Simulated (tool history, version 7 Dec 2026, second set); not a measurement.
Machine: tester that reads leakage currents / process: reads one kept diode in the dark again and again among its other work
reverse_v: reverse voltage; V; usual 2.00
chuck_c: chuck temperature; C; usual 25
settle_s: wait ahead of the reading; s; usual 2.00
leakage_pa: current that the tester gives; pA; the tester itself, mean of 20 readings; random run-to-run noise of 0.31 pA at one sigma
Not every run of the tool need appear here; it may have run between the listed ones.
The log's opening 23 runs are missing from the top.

Run 24, hour 1473.1: usual settings but reverse_v 4.88 V. Result: leakage_pa 173.10 pA.
Run 25, hour 1509.9: usual settings but reverse_v 4.88 V. Result: leakage_pa 173.33 pA.
Run 26, hour 1568.2: usual settings but reverse_v 4.88 V. Result: leakage_pa 173.80 pA.
Run 27, hour 1651.1: usual settings but reverse_v 2.74 V, settle_s 1.00 s. Result: leakage_pa 124.36 pA.
Run 28, hour 1719.0: usual settings but reverse_v 4.14 V. Result: leakage_pa 157.31 pA.
Run 29, hour 1805.1: usual settings but chuck_c 30 C, settle_s 0.46 s. Result: leakage_pa 155.14 pA.
Run 30, hour 1846.4: usual settings but reverse_v 3.76 V, chuck_c 59 C, settle_s 1.00 s. Result: leakage_pa 1847.33 pA.
Run 31, hour 1890.3: usual settings but reverse_v 3.76 V, chuck_c 59 C, settle_s 1.00 s. Result: leakage_pa 1850.50 pA.
Run 32, hour 1950.9: usual settings but reverse_v 2.49 V, chuck_c 23 C. Result: leakage_pa 99.55 pA.
At hour 1991.1: chuck's temperature calibrated.
Run 33, hour 2005.2: usual settings but reverse_v 2.49 V, chuck_c 23 C. Result: leakage_pa 98.63 pA.
Run 34, hour 2092.0: usual settings but reverse_v 15.56 V, chuck_c 46 C, settle_s 6.04 s. Result: leakage_pa 1725.98 pA.
Run 35, hour 2165.6: usual settings but reverse_v 15.56 V, chuck_c 46 C, settle_s 6.04 s. Result: leakage_pa 1720.51 pA.
Run 36, hour 2248.6: usual settings but chuck_c 28 C, settle_s 3.08 s. Result: leakage_pa 131.75 pA.
Run 37, hour 2287.7: usual settings but reverse_v 2.50 V, chuck_c 41 C, settle_s 3.08 s. Result: leakage_pa 410.05 pA.

Alternative continuations, all from the tool just after run 37; predict every row:
Run A, hour 2325.8: usual settings but reverse_v 2.50 V, chuck_c 41 C, settle_s 0.84 s. Result: leakage_pa ?.
Run B, hour 2325.8: usual settings but chuck_c 50 C. Result: leakage_pa ?.
Run C, hour 2325.8: usual settings but reverse_v 16.37 V, chuck_c 26 C, settle_s 2.79 s. Result: leakage_pa ?.
Run D, hour 2325.8: usual settings but reverse_v 1.36 V, chuck_c 41 C, settle_s 3.08 s. Result: leakage_pa ?.

run  leakage_pa
  A      410.76
  B      692.45
  C      378.59
  D      289.47
Without the tool's unlogged condition, the same runs would have read:
run  leakage_pa
  A      410.60
  B      692.21
  C      378.42
  D      289.36
